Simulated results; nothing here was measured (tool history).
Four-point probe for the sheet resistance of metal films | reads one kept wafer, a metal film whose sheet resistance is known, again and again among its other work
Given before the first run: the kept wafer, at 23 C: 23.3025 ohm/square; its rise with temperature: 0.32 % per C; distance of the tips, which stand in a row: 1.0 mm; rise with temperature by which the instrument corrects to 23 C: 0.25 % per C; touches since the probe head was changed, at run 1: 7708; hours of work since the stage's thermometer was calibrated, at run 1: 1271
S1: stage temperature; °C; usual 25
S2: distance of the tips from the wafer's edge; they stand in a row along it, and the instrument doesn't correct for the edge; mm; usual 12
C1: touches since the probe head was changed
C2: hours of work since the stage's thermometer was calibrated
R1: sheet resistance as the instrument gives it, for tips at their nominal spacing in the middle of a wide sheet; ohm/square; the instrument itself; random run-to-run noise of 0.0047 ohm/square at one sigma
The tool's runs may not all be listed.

run	hour	S1	S2	C1	C2	R1
1	0	25	12	7708	1271	23.481768
2	12.3	25	34	7978	1279	23.397264
3	21.3	25	34	8176	1285	23.401747
4	36.2	25	34	8505	1295	23.393828
5	46	25	34	8720	1302	23.39604
6	52.7	26	12	8867	1306	23.485345
7	61.7	26	12	9066	1312	23.493206
8	72.6	26	12	9307	1319	23.485448
9	84.9	22	55	9576	1328	23.353348
# hour 86.5: stage's thermometer calibrated
10	92.1	22	55	9724	4	23.364894
11	106.5	26	10	10040	13	23.533792
# hour 117.5: stage's thermometer calibrated, once more
12	117.5	26	10	10273	0	23.505961
13	129	26	10	10524	8	23.508038
14	137.8	25	29	10718	13	23.379431
15	146.8	25	29	10918	20	23.382555
16	162.5	25	29	11261	30	23.38117

Consider 5 possible next runs. They are alternatives, not a sequence: every one starts from the tool as it was left by run 16. What does each give?
A	176	24	52	11559	39	?
B	176	25	20	11559	39	?
C	176	27	58	11559	39	?
D	176	29	55	11559	39	?
E	176	23	70	11559	39	?

run	R1
A	23.357331
B	23.400263
C	23.398999
D	23.42947
E	23.331472
With the hidden condition removed and each run's random variation left untouched, the same runs would have given:
run	R1
A	23.329828
B	23.37269
C	23.371381
D	23.401774
E	23.304021
